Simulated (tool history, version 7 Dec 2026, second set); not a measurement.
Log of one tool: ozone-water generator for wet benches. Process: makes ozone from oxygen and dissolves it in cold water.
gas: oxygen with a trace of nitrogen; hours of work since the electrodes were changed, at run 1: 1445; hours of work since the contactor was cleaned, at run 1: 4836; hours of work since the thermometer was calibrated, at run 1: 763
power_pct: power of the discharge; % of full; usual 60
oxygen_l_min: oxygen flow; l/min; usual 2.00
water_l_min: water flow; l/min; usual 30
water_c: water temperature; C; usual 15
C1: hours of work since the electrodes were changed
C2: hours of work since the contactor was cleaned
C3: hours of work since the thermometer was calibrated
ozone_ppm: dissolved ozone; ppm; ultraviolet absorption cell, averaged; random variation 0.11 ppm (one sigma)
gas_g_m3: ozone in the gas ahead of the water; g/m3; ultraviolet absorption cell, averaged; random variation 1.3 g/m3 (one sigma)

{"run": 1, "day": 0.0, "power_pct": 60, "oxygen_l_min": 2.0, "water_l_min": 30, "water_c": 15, "C1": 1445, "C2": 4836, "C3": 763, "ozone_ppm": 8.3, "gas_g_m3": 242.4}
{"run": 2, "day": 1.733, "power_pct": 60, "oxygen_l_min": 2.0, "water_l_min": 30, "water_c": 15, "C1": 1484, "C2": 4874, "C3": 802, "ozone_ppm": 8.2, "gas_g_m3": 242.5}
{"run": 3, "day": 2.575, "power_pct": 60, "oxygen_l_min": 2.0, "water_l_min": 19, "water_c": 15, "C1": 1502, "C2": 4893, "C3": 820, "ozone_ppm": 13.6, "gas_g_m3": 241.9}
{"run": 4, "day": 3.917, "power_pct": 60, "oxygen_l_min": 2.0, "water_l_min": 19, "water_c": 15, "C1": 1533, "C2": 4923, "C3": 850, "ozone_ppm": 13.6, "gas_g_m3": 242.3}
{"run": 5, "day": 4.783, "power_pct": 60, "oxygen_l_min": 2.0, "water_l_min": 19, "water_c": 15, "C1": 1552, "C2": 4943, "C3": 870, "ozone_ppm": 13.9, "gas_g_m3": 242.4}
{"run": 6, "day": 6.617, "power_pct": 60, "oxygen_l_min": 2.0, "water_l_min": 19, "water_c": 15, "C1": 1593, "C2": 4984, "C3": 911, "ozone_ppm": 13.8, "gas_g_m3": 242.5}
{"run": 7, "day": 8.467, "power_pct": 59, "oxygen_l_min": 2.0, "water_l_min": 19, "water_c": 15, "C1": 1635, "C2": 5026, "C3": 953, "ozone_ppm": 13.6, "gas_g_m3": 241.3}
{"run": 8, "day": 9.404, "power_pct": 59, "oxygen_l_min": 2.0, "water_l_min": 19, "water_c": 15, "C1": 1656, "C2": 5047, "C3": 974, "ozone_ppm": 13.5, "gas_g_m3": 239.6}
{"run": 9, "day": 10.375, "power_pct": 60, "oxygen_l_min": 2.0, "water_l_min": 30, "water_c": 15, "C1": 1677, "C2": 5068, "C3": 995, "ozone_ppm": 8.2, "gas_g_m3": 242.3}
{"run": 10, "day": 11.929, "power_pct": 60, "oxygen_l_min": 3.09, "water_l_min": 30, "water_c": 15, "C1": 1712, "C2": 5103, "C3": 1030, "ozone_ppm": 10.2, "gas_g_m3": 208.8}
{"run": 11, "day": 13.842, "power_pct": 60, "oxygen_l_min": 3.09, "water_l_min": 30, "water_c": 15, "C1": 1755, "C2": 5146, "C3": 1073, "ozone_ppm": 10.2, "gas_g_m3": 208.9}
{"run": 12, "day": 15.475, "power_pct": 60, "oxygen_l_min": 3.09, "water_l_min": 30, "water_c": 15, "C1": 1792, "C2": 5183, "C3": 1110, "ozone_ppm": 10.0, "gas_g_m3": 207.7}
{"run": 13, "day": 16.371, "power_pct": 60, "oxygen_l_min": 3.09, "water_l_min": 30, "water_c": 15, "C1": 1812, "C2": 5203, "C3": 1130, "ozone_ppm": 10.2, "gas_g_m3": 208.3}
{"run": 14, "day": 17.704, "power_pct": 60, "oxygen_l_min": 1.14, "water_l_min": 30, "water_c": 15, "C1": 1842, "C2": 5233, "C3": 1160, "ozone_ppm": 6.1, "gas_g_m3": 290.7}
{"run": 15, "day": 19.183, "power_pct": 60, "oxygen_l_min": 2.0, "water_l_min": 30, "water_c": 15, "C1": 1875, "C2": 5266, "C3": 1193, "ozone_ppm": 8.2, "gas_g_m3": 242.1}
{"run": 16, "day": 20.138, "power_pct": 60, "oxygen_l_min": 2.0, "water_l_min": 30, "water_c": 10, "C1": 1896, "C2": 5287, "C3": 1214, "ozone_ppm": 8.3, "gas_g_m3": 240.8}
{"run": 17, "day": 21.5, "power_pct": 71, "oxygen_l_min": 3.57, "water_l_min": 21, "water_c": 10, "C1": 1927, "C2": 5318, "C3": 1245, "ozone_ppm": 18.1, "gas_g_m3": 218.8}

The next listed run, before its measurement:
{"run": 18, "day": 22.896, "power_pct": 74, "oxygen_l_min": 1.12, "water_l_min": 24, "water_c": 11, "C1": 1958, "C2": 5349, "C3": 1276, "ozone_ppm": "?", "gas_g_m3": "?"}

{"run 18": {"ozone_ppm": 9.0, "gas_g_m3": 331.0}}
Without the tool's hidden state the same run would have given ozone_ppm 9.7 ppm, gas_g_m3 340.3 g/m3.
